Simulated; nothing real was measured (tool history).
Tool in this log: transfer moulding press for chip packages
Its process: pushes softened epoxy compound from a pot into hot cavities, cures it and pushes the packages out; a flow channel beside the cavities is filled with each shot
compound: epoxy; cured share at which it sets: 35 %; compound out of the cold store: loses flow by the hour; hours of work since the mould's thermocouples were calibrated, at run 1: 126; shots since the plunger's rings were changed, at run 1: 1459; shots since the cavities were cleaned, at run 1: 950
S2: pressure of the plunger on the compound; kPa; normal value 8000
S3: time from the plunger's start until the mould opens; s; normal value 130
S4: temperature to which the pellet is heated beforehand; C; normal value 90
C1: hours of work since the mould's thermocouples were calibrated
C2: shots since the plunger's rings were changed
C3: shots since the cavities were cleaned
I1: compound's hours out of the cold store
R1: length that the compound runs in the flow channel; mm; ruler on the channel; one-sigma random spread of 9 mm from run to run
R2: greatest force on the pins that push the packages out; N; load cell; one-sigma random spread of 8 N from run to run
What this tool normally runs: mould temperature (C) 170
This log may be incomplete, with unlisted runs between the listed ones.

run 1 day=0.000 | mould_temperature_(C)=170 S2=8000 S3=130 S4=90 | C1=126 C2=1459 C3=950 | I1=25.3 | R1=949 R2=608
run 2 day=0.367 | mould_temperature_(C)=170 S2=8000 S3=130 S4=90 | C1=131 C2=1537 C3=1028 | I1=18.6 | R1=982 R2=626
run 3 day=0.654 | mould_temperature_(C)=170 S2=8000 S3=146 S4=90 | C1=136 C2=1598 C3=1089 | I1=10.0 | R1=1030 R2=583
run 4 day=1.054 | mould_temperature_(C)=170 S2=8000 S3=146 S4=90 | C1=142 C2=1683 C3=1174 | I1=35.2 | R1=881 R2=537
-- day=1.204 cavities cleaned with cleaning compound and waxed
run 5 day=1.304 | mould_temperature_(C)=170 S2=8000 S3=146 S4=90 | C1=144 C2=1723 C3=22 | I1=45.3 | R1=829 R2=323
run 6 day=1.600 | mould_temperature_(C)=170 S2=8000 S3=146 S4=90 | C1=149 C2=1785 C3=84 | I1=36.2 | R1=881 R2=360
run 7 day=1.908 | mould_temperature_(C)=170 S2=8000 S3=146 S4=90 | C1=153 C2=1851 C3=150 | I1=43.5 | R1=837 R2=368
run 8 day=2.142 | mould_temperature_(C)=170 S2=8000 S3=146 S4=90 | C1=157 C2=1901 C3=200 | I1=42.2 | R1=841 R2=429
run 9 day=2.400 | mould_temperature_(C)=170 S2=8000 S3=146 S4=90 | C1=161 C2=1956 C3=255 | I1=31.4 | R1=902 R2=428
run 10 day=2.654 | mould_temperature_(C)=170 S2=8000 S3=146 S4=90 | C1=164 C2=2010 C3=309 | I1=28.0 | R1=931 R2=468
run 11 day=2.933 | mould_temperature_(C)=170 S2=8000 S3=146 S4=90 | C1=169 C2=2069 C3=368 | I1=43.6 | R1=827 R2=478
run 12 day=3.275 | mould_temperature_(C)=170 S2=8000 S3=146 S4=90 | C1=174 C2=2141 C3=440 | I1=19.4 | R1=975 R2=491
run 13 day=3.538 | mould_temperature_(C)=170 S2=8000 S3=146 S4=90 | C1=178 C2=2197 C3=496 | I1=41.8 | R1=840 R2=497
run 14 day=3.904 | mould_temperature_(C)=175 S2=8000 S3=130 S4=90 | C1=183 C2=2275 C3=574 | I1=47.9 | R1=788 R2=502
run 15 day=4.188 | mould_temperature_(C)=174 S2=9180 S3=135 S4=88 | C1=187 C2=2335 C3=634 | I1=17.3 | R1=1025 R2=522
run 16 day=4.375 | mould_temperature_(C)=170 S2=8000 S3=138 S4=96 | C1=190 C2=2375 C3=674 | I1=38.3 | R1=852 R2=551
run 17 day=4.654 | mould_temperature_(C)=170 S2=9310 S3=146 S4=82 | C1=194 C2=2434 C3=733 | I1=44.9 | R1=880 R2=522
run 18 day=4.900 | mould_temperature_(C)=170 S2=9310 S3=146 S4=82 | C1=198 C2=2486 C3=785 | I1=14.5 | R1=1053 R2=559
run 19 day=5.254 | mould_temperature_(C)=170 S2=9310 S3=146 S4=82 | C1=203 C2=2562 C3=861 | I1=31.1 | R1=947 R2=514
run 20 day=5.558 | mould_temperature_(C)=170 S2=9310 S3=146 S4=82 | C1=208 C2=2626 C3=925 | I1=30.7 | R1=958 R2=572
run 21 day=5.950 | mould_temperature_(C)=170 S2=9310 S3=146 S4=82 | C1=213 C2=2710 C3=1009 | I1=41.1 | R1=909 R2=559
run 22 day=6.196 | mould_temperature_(C)=170 S2=9310 S3=146 S4=82 | C1=217 C2=2762 C3=1061 | I1=24.8 | R1=996 R2=554
run 23 day=6.579 | mould_temperature_(C)=168 S2=6270 S3=130 S4=90 | C1=223 C2=2843 C3=1142 | I1=44.5 | R1=731 R2=642
-- day=6.867 cavities cleaned with cleaning compound and waxed
run 24 day=6.992 | mould_temperature_(C)=170 S2=8000 S3=130 S4=97 | C1=228 C2=2918 C3=26 | I1=44.4 | R1=818 R2=351
run 25 day=7.233 | mould_temperature_(C)=170 S2=8000 S3=130 S4=97 | C1=232 C2=2969 C3=77 | I1=35.6 | R1=875 R2=377
run 26 day=7.529 | mould_temperature_(C)=170 S2=8000 S3=130 S4=97 | C1=236 C2=3032 C3=140 | I1=45.5 | R1=806 R2=417
run 27 day=7.804 | mould_temperature_(C)=176 S2=8000 S3=130 S4=95 | C1=240 C2=3090 C3=198 | I1=34.1 | R1=840 R2=402
run 28 day=8.142 | mould_temperature_(C)=168 S2=8000 S3=130 S4=93 | C1=245 C2=3162 C3=270 | I1=15.1 | R1=973 R2=520

What if the next run were any one of these 3? Each begins from the tool's condition after run 28:
run A day=8.379 | mould_temperature_(C)=173 S2=8000 S3=168 S4=99 | C1=249 C2=3212 C3=320 | I1=39.0 | R1=? R2=?
run B day=8.379 | mould_temperature_(C)=170 S2=9510 S3=123 S4=84 | C1=249 C2=3212 C3=320 | I1=23.4 | R1=? R2=?
run C day=8.379 | mould_temperature_(C)=168 S2=6120 S3=136 S4=97 | C1=249 C2=3212 C3=320 | I1=35.2 | R1=? R2=?

run=A R1=804 R2=429
run=B R1=1017 R2=536
run=C R1=748 R2=510
Take away the tool's hidden state, keep each run's random variation, and the runs would have read:
run=A R1=863 R2=290
run=B R1=1091 R2=361
run=C R1=803 R2=343
